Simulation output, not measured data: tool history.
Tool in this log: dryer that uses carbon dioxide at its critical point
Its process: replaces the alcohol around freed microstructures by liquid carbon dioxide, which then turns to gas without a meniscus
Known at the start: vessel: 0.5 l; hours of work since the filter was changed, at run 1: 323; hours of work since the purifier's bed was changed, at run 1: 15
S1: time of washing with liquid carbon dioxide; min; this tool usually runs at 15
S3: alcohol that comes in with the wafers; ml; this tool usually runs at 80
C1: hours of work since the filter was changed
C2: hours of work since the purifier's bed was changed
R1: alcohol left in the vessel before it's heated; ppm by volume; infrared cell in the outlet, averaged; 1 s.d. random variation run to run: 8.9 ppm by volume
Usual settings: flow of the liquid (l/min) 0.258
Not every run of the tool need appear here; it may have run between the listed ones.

run 1 day=0.000 | S1=15 flow_of_the_liquid_(l/min)=0.258 S3=80 | C1=323 C2=15 | R1=819
run 2 day=0.354 | S1=15 flow_of_the_liquid_(l/min)=0.258 S3=80 | C1=327 C2=20 | R1=822
run 3 day=0.758 | S1=15 flow_of_the_liquid_(l/min)=0.258 S3=80 | C1=332 C2=25 | R1=841
run 4 day=1.129 | S1=15 flow_of_the_liquid_(l/min)=0.258 S3=80 | C1=337 C2=30 | R1=798
run 5 day=1.462 | S1=15 flow_of_the_liquid_(l/min)=0.258 S3=80 | C1=341 C2=34 | R1=862
run 6 day=1.854 | S1=15 flow_of_the_liquid_(l/min)=0.258 S3=80 | C1=346 C2=39 | R1=837
run 7 day=2.021 | S1=15 flow_of_the_liquid_(l/min)=0.258 S3=80 | C1=348 C2=41 | R1=863
run 8 day=2.296 | S1=15 flow_of_the_liquid_(l/min)=0.258 S3=80 | C1=352 C2=44 | R1=879
run 9 day=2.562 | S1=18 flow_of_the_liquid_(l/min)=0.258 S3=80 | C1=355 C2=48 | R1=322
run 10 day=2.738 | S1=15 flow_of_the_liquid_(l/min)=0.160 S3=80 | C1=357 C2=50 | R1=6835
run 11 day=3.104 | S1=15 flow_of_the_liquid_(l/min)=0.258 S3=80 | C1=362 C2=55 | R1=881
run 12 day=3.304 | S1=15 flow_of_the_liquid_(l/min)=0.258 S3=80 | C1=365 C2=57 | R1=859
run 13 day=3.671 | S1=15 flow_of_the_liquid_(l/min)=0.258 S3=80 | C1=369 C2=62 | R1=884
run 14 day=4.067 | S1=15 flow_of_the_liquid_(l/min)=0.326 S3=80 | C1=374 C2=67 | R1=212
run 15 day=4.346 | S1=15 flow_of_the_liquid_(l/min)=0.326 S3=80 | C1=378 C2=70 | R1=207
run 16 day=4.546 | S1=15 flow_of_the_liquid_(l/min)=0.326 S3=80 | C1=380 C2=73 | R1=225
run 17 day=4.942 | S1=15 flow_of_the_liquid_(l/min)=0.258 S3=80 | C1=385 C2=78 | R1=887
run 18 day=5.171 | S1=15 flow_of_the_liquid_(l/min)=0.258 S3=80 | C1=388 C2=81 | R1=903
run 19 day=5.500 | S1=22 flow_of_the_liquid_(l/min)=0.258 S3=80 | C1=392 C2=85 | R1=84
run 20 day=5.775 | S1=22 flow_of_the_liquid_(l/min)=0.258 S3=80 | C1=396 C2=88 | R1=88
run 21 day=6.058 | S1=22 flow_of_the_liquid_(l/min)=0.258 S3=80 | C1=399 C2=92 | R1=97
run 22 day=6.371 | S1=22 flow_of_the_liquid_(l/min)=0.258 S3=80 | C1=403 C2=96 | R1=98
run 23 day=6.629 | S1=10 flow_of_the_liquid_(l/min)=0.258 S3=80 | C1=407 C2=99 | R1=5081
run 24 day=6.838 | S1=15 flow_of_the_liquid_(l/min)=0.434 S3=80 | C1=409 C2=102 | R1=32
run 25 day=7.096 | S1=14 flow_of_the_liquid_(l/min)=0.258 S3=80 | C1=412 C2=105 | R1=1334
run 26 day=7.392 | S1=14 flow_of_the_liquid_(l/min)=0.258 S3=80 | C1=416 C2=109 | R1=1341
run 27 day=7.762 | S1=18 flow_of_the_liquid_(l/min)=0.258 S3=80 | C1=421 C2=114 | R1=355
run 28 day=8.092 | S1=18 flow_of_the_liquid_(l/min)=0.166 S3=40 | C1=425 C2=118 | R1=1689
run 29 day=8.396 | S1=23 flow_of_the_liquid_(l/min)=0.270 S3=34 | C1=429 C2=121 | R1=36
run 30 day=8.575 | S1=13 flow_of_the_liquid_(l/min)=0.270 S3=75 | C1=431 C2=124 | R1=1426
run 31 day=8.975 | S1=13 flow_of_the_liquid_(l/min)=0.270 S3=75 | C1=436 C2=129 | R1=1437
run 32 day=9.288 | S1=13 flow_of_the_liquid_(l/min)=0.270 S3=75 | C1=440 C2=133 | R1=1458
run 33 day=9.646 | S1=13 flow_of_the_liquid_(l/min)=0.270 S3=75 | C1=445 C2=137 | R1=1417
run 34 day=9.929 | S1=9 flow_of_the_liquid_(l/min)=0.258 S3=80 | C1=448 C2=141 | R1=7378
run 35 day=10.212 | S1=9 flow_of_the_liquid_(l/min)=0.258 S3=80 | C1=452 C2=144 | R1=7551
run 36 day=10.500 | S1=11 flow_of_the_liquid_(l/min)=0.170 S3=80 | C1=455 C2=148 | R1=14627
run 37 day=10.667 | S1=19 flow_of_the_liquid_(l/min)=0.162 S3=79 | C1=458 C2=150 | R1=3220
run 38 day=11.017 | S1=15 flow_of_the_liquid_(l/min)=0.258 S3=52 | C1=462 C2=155 | R1=649
run 39 day=11.329 | S1=15 flow_of_the_liquid_(l/min)=0.258 S3=52 | C1=466 C2=159 | R1=660
run 40 day=11.600 | S1=15 flow_of_the_liquid_(l/min)=0.258 S3=52 | C1=469 C2=162 | R1=681
run 41 day=11.771 | S1=9 flow_of_the_liquid_(l/min)=0.258 S3=54 | C1=472 C2=164 | R1=5275
run 42 day=11.954 | S1=9 flow_of_the_liquid_(l/min)=0.258 S3=54 | C1=474 C2=167 | R1=5324
run 43 day=12.233 | S1=22 flow_of_the_liquid_(l/min)=0.427 S3=54 | C1=477 C2=170 | R1=18
run 44 day=12.629 | S1=23 flow_of_the_liquid_(l/min)=0.380 S3=21 | C1=482 C2=175 | R1=24
run 45 day=12.808 | S1=23 flow_of_the_liquid_(l/min)=0.380 S3=21 | C1=485 C2=177 | R1=15
run 46 day=13.050 | S1=14 flow_of_the_liquid_(l/min)=0.272 S3=80 | C1=488 C2=180 | R1=1134
run 47 day=13.250 | S1=14 flow_of_the_liquid_(l/min)=0.272 S3=80 | C1=490 C2=183 | R1=1125
run 48 day=13.521 | S1=20 flow_of_the_liquid_(l/min)=0.258 S3=28 | C1=494 C2=186 | R1=83

Forecast each of these 3 alternatives for the next run:
run A day=13.792 | S1=21 flow_of_the_liquid_(l/min)=0.258 S3=80 | C1=497 C2=190 | R1=?
run B day=13.792 | S1=20 flow_of_the_liquid_(l/min)=0.215 S3=28 | C1=497 C2=190 | R1=?
run C day=13.792 | S1=20 flow_of_the_liquid_(l/min)=0.328 S3=28 | C1=497 C2=190 | R1=?

run=A R1=162
run=B R1=248
run=C R1=27
With the hidden condition removed and each run's random variation left untouched, the same runs would have given:
run=A R1=55
run=B R1=101
run=C R1=5
